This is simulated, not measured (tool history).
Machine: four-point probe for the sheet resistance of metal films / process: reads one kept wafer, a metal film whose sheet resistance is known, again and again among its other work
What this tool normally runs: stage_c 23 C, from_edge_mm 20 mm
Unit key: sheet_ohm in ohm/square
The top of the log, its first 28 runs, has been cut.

| run | hour | stage_c | from_edge_mm | sheet_ohm |
|---|---|---|---|---|
|  | 2413.5 | stage's thermometer calibrated, once more |
| 29 | 2427.7 | 32 | 13 | 0.043942 |
| 30 | 2537.1 | 26 | 9 | 0.043813 |
| 31 | 2614.6 | 19 | 32 | 0.043498 |
| 32 | 2684.3 | 19 | 32 | 0.043503 |
|  | 2742.1 | new probe head fitted |
| 33 | 2750.9 | 25 | 24 | 0.0441 |
| 34 | 2810.3 | 25 | 24 | 0.044081 |
| 35 | 2899.5 | 31 | 24 | 0.044254 |
| 36 | 3016.8 | 22 | 4 | 0.044545 |
| 37 | 3089.3 | 22 | 4 | 0.044542 |
| 38 | 3173.3 | 23 | 5 | 0.044355 |
| 39 | 3249.3 | 34 | 22 | 0.044303 |
| 40 | 3341.9 | 34 | 22 | 0.0443 |
| 41 | 3469.3 | 34 | 22 | 0.044275 |
| 42 | 3590.9 | 34 | 22 | 0.044264 |
| 43 | 3704.3 | 18 | 4 | 0.04432 |
| 44 | 3790.6 | 32 | 7 | 0.044341 |

Forecast each of these 4 alternatives for the next run:
| A | 3894.1 | 19 | 10 | ? |
| B | 3894.1 | 21 | 10 | ? |
| C | 3894.1 | 23 | 13 | ? |
| D | 3894.1 | 28 | 59 | ? |

| run | sheet_ohm |
|---|---|
| A | 0.043834 |
| B | 0.043894 |
| C | 0.043921 |
| D | 0.044004 |
With no hidden state in the tool, these same runs would have given:
| run | sheet_ohm |
|---|---|
| A | 0.043873 |
| B | 0.043934 |
| C | 0.043961 |
| D | 0.044045 |

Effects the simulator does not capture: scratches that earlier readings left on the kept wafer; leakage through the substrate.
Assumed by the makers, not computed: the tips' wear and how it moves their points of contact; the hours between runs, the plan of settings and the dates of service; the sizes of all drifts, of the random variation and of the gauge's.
